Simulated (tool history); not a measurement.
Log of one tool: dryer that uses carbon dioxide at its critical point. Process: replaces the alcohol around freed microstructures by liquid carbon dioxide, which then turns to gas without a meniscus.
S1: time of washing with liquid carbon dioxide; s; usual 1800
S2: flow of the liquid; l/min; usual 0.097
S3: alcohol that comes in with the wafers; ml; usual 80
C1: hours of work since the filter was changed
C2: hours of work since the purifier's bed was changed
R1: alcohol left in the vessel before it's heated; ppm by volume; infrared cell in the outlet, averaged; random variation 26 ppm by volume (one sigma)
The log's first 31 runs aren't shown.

{"run": 32, "hour": 333.6, "S1": 1800, "S2": 0.097, "S3": 44, "C1": 339, "C2": 373, "R1": 1172}
{"run": 33, "hour": 344.2, "S1": 1800, "S2": 0.126, "S3": 47, "C1": 347, "C2": 381, "R1": 410}
{"run": 34, "hour": 356.1, "S1": 2520, "S2": 0.0871, "S3": 80, "C1": 356, "C2": 389, "R1": 718}
{"run": 35, "hour": 369.9, "S1": 1140, "S2": 0.097, "S3": 41, "C1": 366, "C2": 399, "R1": 5213}
{"run": 36, "hour": 379.3, "S1": 1440, "S2": 0.097, "S3": 62, "C1": 373, "C2": 406, "R1": 3842}
{"run": 37, "hour": 392.8, "S1": 1800, "S2": 0.097, "S3": 28, "C1": 383, "C2": 416, "R1": 808}
{"run": 38, "hour": 403.9, "S1": 1080, "S2": 0.1182, "S3": 28, "C1": 391, "C2": 425, "R1": 2394}
{"run": 39, "hour": 412.5, "S1": 1920, "S2": 0.0816, "S3": 42, "C1": 397, "C2": 431, "R1": 1739}
{"run": 40, "hour": 424.3, "S1": 1920, "S2": 0.0816, "S3": 42, "C1": 406, "C2": 440, "R1": 1744}
{"run": 41, "hour": 433.5, "S1": 1920, "S2": 0.0816, "S3": 42, "C1": 413, "C2": 446, "R1": 1824}
{"run": 42, "hour": 443.9, "S1": 1680, "S2": 0.0596, "S3": 36, "C1": 421, "C2": 454, "R1": 5928}
{"run": 43, "hour": 450.0, "S1": 1680, "S2": 0.082, "S3": 58, "C1": 425, "C2": 459, "R1": 3781}
{"run": 44, "hour": 460.1, "S1": 2220, "S2": 0.1571, "S3": 23, "C1": 433, "C2": 466, "R1": 102}
{"run": 45, "hour": 472.3, "S1": 1680, "S2": 0.1319, "S3": 21, "C1": 442, "C2": 475, "R1": 260}
{"run": 46, "hour": 481.9, "S1": 1680, "S2": 0.1319, "S3": 21, "C1": 449, "C2": 482, "R1": 279}
{"run": 47, "hour": 495.4, "S1": 2580, "S2": 0.091, "S3": 21, "C1": 459, "C2": 492, "R1": 218}
{"run": 48, "hour": 505.0, "S1": 2760, "S2": 0.1258, "S3": 40, "C1": 466, "C2": 499, "R1": 116}

3 ways to go on from here, each from the tool as it stands after run 48. What would each give?
{"run": "A", "hour": 515.0, "S1": 1740, "S2": 0.1494, "S3": 23, "C1": 473, "C2": 507, "R1": "?"}
{"run": "B", "hour": 515.0, "S1": 2760, "S2": 0.1258, "S3": 102, "C1": 473, "C2": 507, "R1": "?"}
{"run": "C", "hour": 515.0, "S1": 1800, "S2": 0.097, "S3": 75, "C1": 473, "C2": 507, "R1": "?"}

run=A R1=175
run=B R1=139
run=C R1=2129
Without the tool's hidden state the same runs would have given:
run=A R1=57
run=B R1=30
run=C R1=1596
